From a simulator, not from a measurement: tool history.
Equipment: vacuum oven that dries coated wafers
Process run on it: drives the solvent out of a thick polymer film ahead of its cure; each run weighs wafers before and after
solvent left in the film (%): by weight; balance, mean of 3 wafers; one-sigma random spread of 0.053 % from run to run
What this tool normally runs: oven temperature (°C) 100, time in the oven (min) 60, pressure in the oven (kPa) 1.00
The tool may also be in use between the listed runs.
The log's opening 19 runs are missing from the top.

{"hour": 174.7, "done": "vacuum gauge cleaned of residue and calibrated, once more"}
{"run": 20, "hour": 181.3, "oven temperature (°C)": 100, "time in the oven (min)": 60, "pressure in the oven (kPa)": 1.0, "solvent left in the film (%)": 1.94}
{"run": 21, "hour": 195.9, "oven temperature (°C)": 100, "time in the oven (min)": 60, "pressure in the oven (kPa)": 1.0, "solvent left in the film (%)": 1.94}
{"run": 22, "hour": 208.9, "oven temperature (°C)": 100, "time in the oven (min)": 60, "pressure in the oven (kPa)": 1.32, "solvent left in the film (%)": 2.01}
{"run": 23, "hour": 216.4, "oven temperature (°C)": 90, "time in the oven (min)": 36, "pressure in the oven (kPa)": 0.89, "solvent left in the film (%)": 7.86}
{"run": 24, "hour": 230.0, "oven temperature (°C)": 104, "time in the oven (min)": 56, "pressure in the oven (kPa)": 3.58, "solvent left in the film (%)": 2.58}
{"run": 25, "hour": 244.6, "oven temperature (°C)": 98, "time in the oven (min)": 34, "pressure in the oven (kPa)": 0.58, "solvent left in the film (%)": 5.05}
{"run": 26, "hour": 254.0, "oven temperature (°C)": 98, "time in the oven (min)": 34, "pressure in the oven (kPa)": 0.58, "solvent left in the film (%)": 5.26}
{"run": 27, "hour": 259.9, "oven temperature (°C)": 100, "time in the oven (min)": 76, "pressure in the oven (kPa)": 1.0, "solvent left in the film (%)": 1.3}
{"run": 28, "hour": 268.2, "oven temperature (°C)": 87, "time in the oven (min)": 60, "pressure in the oven (kPa)": 1.0, "solvent left in the film (%)": 5.95}
{"run": 29, "hour": 278.0, "oven temperature (°C)": 87, "time in the oven (min)": 60, "pressure in the oven (kPa)": 1.0, "solvent left in the film (%)": 6.05}
{"run": 30, "hour": 285.8, "oven temperature (°C)": 87, "time in the oven (min)": 60, "pressure in the oven (kPa)": 1.0, "solvent left in the film (%)": 5.87}
{"run": 31, "hour": 292.8, "oven temperature (°C)": 87, "time in the oven (min)": 60, "pressure in the oven (kPa)": 1.0, "solvent left in the film (%)": 5.87}
{"run": 32, "hour": 306.1, "oven temperature (°C)": 87, "time in the oven (min)": 60, "pressure in the oven (kPa)": 1.0, "solvent left in the film (%)": 5.89}
{"run": 33, "hour": 312.9, "oven temperature (°C)": 108, "time in the oven (min)": 98, "pressure in the oven (kPa)": 0.62, "solvent left in the film (%)": 0.31}
{"run": 34, "hour": 319.8, "oven temperature (°C)": 100, "time in the oven (min)": 60, "pressure in the oven (kPa)": 1.21, "solvent left in the film (%)": 2.03}
{"run": 35, "hour": 330.2, "oven temperature (°C)": 89, "time in the oven (min)": 75, "pressure in the oven (kPa)": 0.91, "solvent left in the film (%)": 3.84}
{"run": 36, "hour": 343.3, "oven temperature (°C)": 88, "time in the oven (min)": 63, "pressure in the oven (kPa)": 1.33, "solvent left in the film (%)": 5.48}
{"run": 37, "hour": 350.6, "oven temperature (°C)": 100, "time in the oven (min)": 44, "pressure in the oven (kPa)": 3.92, "solvent left in the film (%)": 4.56}
{"run": 38, "hour": 357.4, "oven temperature (°C)": 85, "time in the oven (min)": 60, "pressure in the oven (kPa)": 1.65, "solvent left in the film (%)": 7.23}
{"run": 39, "hour": 370.8, "oven temperature (°C)": 93, "time in the oven (min)": 103, "pressure in the oven (kPa)": 1.14, "solvent left in the film (%)": 1.77}
{"run": 40, "hour": 382.5, "oven temperature (°C)": 101, "time in the oven (min)": 103, "pressure in the oven (kPa)": 1.14, "solvent left in the film (%)": 0.81}
{"run": 41, "hour": 394.0, "oven temperature (°C)": 101, "time in the oven (min)": 99, "pressure in the oven (kPa)": 1.14, "solvent left in the film (%)": 0.8}

Alternative continuations, all from the tool just after run 41; predict every row:
{"run": "A", "hour": 405.8, "oven temperature (°C)": 101, "time in the oven (min)": 99, "pressure in the oven (kPa)": 2.64, "solvent left in the film (%)": "?"}
{"run": "B", "hour": 405.8, "oven temperature (°C)": 90, "time in the oven (min)": 99, "pressure in the oven (kPa)": 1.14, "solvent left in the film (%)": "?"}
{"run": "C", "hour": 405.8, "oven temperature (°C)": 100, "time in the oven (min)": 84, "pressure in the oven (kPa)": 1.66, "solvent left in the film (%)": "?"}
{"run": "D", "hour": 405.8, "oven temperature (°C)": 100, "time in the oven (min)": 37, "pressure in the oven (kPa)": 1.0, "solvent left in the film (%)": "?"}
{"run": "E", "hour": 405.8, "oven temperature (°C)": 101, "time in the oven (min)": 99, "pressure in the oven (kPa)": 1.44, "solvent left in the film (%)": "?"}

run=A solvent_left_in_the_film_(%)=1.66
run=B solvent_left_in_the_film_(%)=2.52
run=C solvent_left_in_the_film_(%)=1.34
run=D solvent_left_in_the_film_(%)=4.18
run=E solvent_left_in_the_film_(%)=1.01
What these runs would have given with no unlogged condition in the tool:
run=A solvent_left_in_the_film_(%)=1.63
run=B solvent_left_in_the_film_(%)=2.44
run=C solvent_left_in_the_film_(%)=1.30
run=D solvent_left_in_the_film_(%)=4.09
run=E solvent_left_in_the_film_(%)=0.98
